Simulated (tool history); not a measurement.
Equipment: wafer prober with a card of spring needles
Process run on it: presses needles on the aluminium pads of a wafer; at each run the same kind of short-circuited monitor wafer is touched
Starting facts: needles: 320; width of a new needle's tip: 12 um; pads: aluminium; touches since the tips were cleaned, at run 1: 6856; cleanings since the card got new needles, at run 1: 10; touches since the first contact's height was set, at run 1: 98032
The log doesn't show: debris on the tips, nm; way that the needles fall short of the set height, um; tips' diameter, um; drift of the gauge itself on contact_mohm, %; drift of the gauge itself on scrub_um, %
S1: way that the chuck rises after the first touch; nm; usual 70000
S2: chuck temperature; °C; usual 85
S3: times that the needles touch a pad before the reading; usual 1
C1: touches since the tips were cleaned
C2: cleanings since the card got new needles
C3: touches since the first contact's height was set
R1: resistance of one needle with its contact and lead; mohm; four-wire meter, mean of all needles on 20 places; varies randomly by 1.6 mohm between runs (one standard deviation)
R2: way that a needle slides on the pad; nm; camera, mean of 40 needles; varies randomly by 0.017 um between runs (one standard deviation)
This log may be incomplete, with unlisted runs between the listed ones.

| run | hour | S1 | S2 | S3 | C1 | C2 | C3 | R1 | R2 |
|---|---|---|---|---|---|---|---|---|---|
| 1 | 0.0 | 70000 | 85 | 1 | 6856 | 10 | 98032 | 151 | 10060 |
|  | 7.1 | tips cleaned on abrasive film |
|  | 29.4 | tips cleaned on abrasive film |
|  | 50.4 | tips cleaned on abrasive film |
| 2 | 61.5 | 70000 | 85 | 1 | 5107 | 13 | 126103 | 152 | 10140 |
|  | 71.9 | tips cleaned on abrasive film |
|  | 93.8 | tips cleaned on abrasive film |
| 3 | 94.7 | 70000 | 85 | 1 | 384 | 15 | 141228 | 152 | 10130 |
|  | 98.0 | height of the first contact set anew |
|  | 114.7 | tips cleaned on abrasive film |
|  | 134.1 | tips cleaned on abrasive film |
| 4 | 137.3 | 70000 | 120 | 1 | 1445 | 17 | 17933 | 158 | 10100 |
|  | 156.3 | tips cleaned on abrasive film |
|  | 177.9 | tips cleaned on abrasive film |
| 5 | 187.4 | 70000 | 120 | 1 | 4354 | 19 | 40843 | 158 | 10140 |
|  | 200.6 | tips cleaned on abrasive film |
|  | 220.0 | tips cleaned on abrasive film |
|  | 239.3 | tips cleaned on abrasive film |
| 6 | 250.1 | 70000 | 120 | 1 | 4963 | 22 | 69460 | 161 | 10160 |
|  | 259.7 | tips cleaned on abrasive film |
|  | 281.4 | tips cleaned on abrasive film |
| 7 | 299.7 | 70000 | 52 | 1 | 8394 | 24 | 92084 | 146 | 10200 |
|  | 303.5 | tips cleaned on abrasive film |
|  | 325.7 | tips cleaned on abrasive film |
|  | 346.7 | tips cleaned on abrasive film |
| 8 | 354.1 | 70000 | 52 | 1 | 3412 | 27 | 116929 | 146 | 10190 |
|  | 366.4 | tips cleaned on abrasive film |
|  | 388.2 | tips cleaned on abrasive film |
| 9 | 388.2 | 70000 | 52 | 2 | 0 | 29 | 132461 | 146 | 10210 |
|  | 411.2 | tips cleaned on abrasive film |
|  | 411.5 | height of the first contact set anew |
| 10 | 421.8 | 70000 | 52 | 2 | 4690 | 30 | 4690 | 147 | 10210 |
|  | 430.6 | tips cleaned on abrasive film |
|  | 453.6 | tips cleaned on abrasive film |
| 11 | 463.7 | 70000 | 85 | 2 | 4643 | 32 | 23850 | 152 | 10230 |
|  | 472.8 | tips cleaned on abrasive film |
|  | 493.1 | tips cleaned on abrasive film |
|  | 515.6 | tips cleaned on abrasive film |
| 12 | 517.7 | 70000 | 85 | 2 | 974 | 35 | 48462 | 154 | 10230 |
|  | 536.4 | tips cleaned on abrasive film |
|  | 556.9 | tips cleaned on abrasive film |
|  | 576.9 | tips cleaned on abrasive film |
| 13 | 576.9 | 70000 | 85 | 2 | 0 | 38 | 75473 | 152 | 10300 |
|  | 599.2 | tips cleaned on abrasive film |
|  | 621.1 | tips cleaned on abrasive film |
| 14 | 639.2 | 70000 | 85 | 2 | 8274 | 40 | 103946 | 151 | 10310 |
|  | 644.0 | tips cleaned on abrasive film |
|  | 664.4 | tips cleaned on abrasive film |
| 15 | 678.7 | 53000 | 56 | 1 | 6563 | 42 | 121993 | 152 | 7800 |
|  | 683.5 | tips cleaned on abrasive film |
|  | 703.4 | tips cleaned on abrasive film |
| 16 | 714.9 | 53000 | 56 | 1 | 5262 | 44 | 138493 | 154 | 7840 |
|  | 722.5 | tips cleaned on abrasive film |
|  | 722.8 | height of the first contact set anew |
|  | 742.9 | tips cleaned on abrasive film |
| 17 | 757.8 | 70000 | 46 | 2 | 6822 | 46 | 15999 | 146 | 10320 |
|  | 765.4 | gauge calibrated |
|  | 765.5 | tips cleaned on abrasive film |
|  | 784.8 | tips cleaned on abrasive film |
| 18 | 784.8 | 85000 | 80 | 1 | 0 | 48 | 28317 | 148 | 12250 |
|  | 804.0 | tips cleaned on abrasive film |
|  | 825.6 | tips cleaned on abrasive film |
|  | 847.6 | tips cleaned on abrasive film |
| 19 | 847.7 | 85000 | 80 | 1 | 65 | 51 | 57033 | 148 | 12240 |
|  | 870.9 | tips cleaned on abrasive film |
|  | 892.1 | tips cleaned on abrasive film |
| 20 | 895.9 | 85000 | 80 | 1 | 1763 | 53 | 79036 | 149 | 12290 |
|  | 911.3 | tips cleaned on abrasive film |
|  | 930.3 | tips cleaned on abrasive film |
|  | 951.3 | tips cleaned on abrasive film |
| 21 | 959.3 | 70000 | 95 | 1 | 3663 | 56 | 107973 | 155 | 10130 |
|  | 974.2 | tips cleaned on abrasive film |
|  | 993.9 | tips cleaned on abrasive film |
| 22 | 995.3 | 70000 | 58 | 1 | 672 | 58 | 124398 | 148 | 10160 |
|  | 1013.5 | tips cleaned on abrasive film |
| 23 | 1024.3 | 60000 | 51 | 1 | 4959 | 59 | 137634 | 147 | 8690 |
|  | 1032.5 | tips cleaned on abrasive film |
|  | 1037.5 | height of the first contact set anew |
|  | 1053.3 | tips cleaned on abrasive film |
|  | 1073.2 | tips cleaned on abrasive film |
| 24 | 1073.3 | 64000 | 85 | 2 | 52 | 62 | 16306 | 156 | 9330 |

Run 25 comes next. What will it give?
|  | 1094.9 | tips cleaned on abrasive film |
| 25 | 1109.3 | 52000 | 85 | 1 | 6592 | 63 | 32766 | ? | ? |

R1: 155 mohm
R2: 7550 nm
On a tool with no hidden condition, and with the same random variation, this run would have come out at R1 155 mohm, R2 7460 nm.

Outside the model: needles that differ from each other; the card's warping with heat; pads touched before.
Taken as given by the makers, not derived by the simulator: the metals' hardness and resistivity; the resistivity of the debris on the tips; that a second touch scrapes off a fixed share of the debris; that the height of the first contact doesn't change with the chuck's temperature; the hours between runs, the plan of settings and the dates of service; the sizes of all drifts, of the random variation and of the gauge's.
